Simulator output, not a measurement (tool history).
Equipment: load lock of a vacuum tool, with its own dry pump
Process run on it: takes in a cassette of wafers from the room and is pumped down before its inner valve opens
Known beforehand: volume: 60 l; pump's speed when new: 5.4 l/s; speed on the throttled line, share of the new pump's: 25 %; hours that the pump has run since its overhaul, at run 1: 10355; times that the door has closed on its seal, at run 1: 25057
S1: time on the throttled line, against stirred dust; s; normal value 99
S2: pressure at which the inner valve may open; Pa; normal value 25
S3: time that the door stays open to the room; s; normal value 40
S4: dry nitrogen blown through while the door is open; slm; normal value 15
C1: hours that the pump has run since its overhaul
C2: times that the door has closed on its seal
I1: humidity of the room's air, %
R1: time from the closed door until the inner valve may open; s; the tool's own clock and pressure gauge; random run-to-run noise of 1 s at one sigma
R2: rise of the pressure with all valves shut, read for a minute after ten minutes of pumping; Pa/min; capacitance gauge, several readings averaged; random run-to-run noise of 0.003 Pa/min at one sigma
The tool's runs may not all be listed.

run,hour,S1,S2,S3,S4,C1,C2,I1,R1,R2
1,0.0,99,25,40,15,10355,25057,43.4,176.3,0.399
2,245.2,102,25,40,15,10600,26107,45.7,177.4,0.419
3,422.1,102,25,40,15,10777,26865,43.5,179.5,0.448
4,644.3,99,25,40,12,10999,27817,47.3,177.9,0.476
# hour 825.0: door's seal changed, seat wiped
5,1027.1,99,25,40,12,11381,865,44.0,178.4,0.025
6,1204.1,99,25,124,15,11558,1624,48.4,177.7,0.059
7,1427.2,99,25,40,15,11781,2580,44.1,177.1,0.034
8,1810.5,99,25,40,15,12164,4221,46.1,177.0,0.051
9,2149.9,99,25,40,15,12503,5675,47.0,177.8,0.062
10,2401.8,147,25,40,15,12755,6755,40.1,212.9,0.072
11,2781.5,133,25,96,15,13135,8381,41.2,204.2,0.099
12,3112.3,133,25,96,15,13466,9798,45.8,203.4,0.125
13,3300.0,99,43,219,15,13653,10602,42.9,171.7,0.160
14,3491.8,99,39,40,15,13845,11424,46.6,173.7,0.129
15,3848.5,99,39,40,15,14202,12952,43.1,172.4,0.144
16,4014.2,99,39,40,15,14368,13661,43.7,173.9,0.167
17,4353.7,172,42,40,12,14707,15116,42.5,223.7,0.189
18,4671.6,57,42,30,14,15025,16478,43.8,145.4,0.200
19,5013.1,57,44,30,14,15367,17941,41.9,146.6,0.236

Entry by entry between the runs, the difference in hidden state between the last listed run before and the first listed run after:
Between runs 4 and 5: door's seal changed, seat wiped (hour 825.0)
  pump's speed, % of a new pump's: 87 -> 86.6; leak at the door's seal, Pa l/s: 0.4558 -> 0.0059
  what was measured, less what the result would be without the hidden state, R1: +10.2 -> +10.6 s; R2: +0.456 -> +0.004 Pa/min
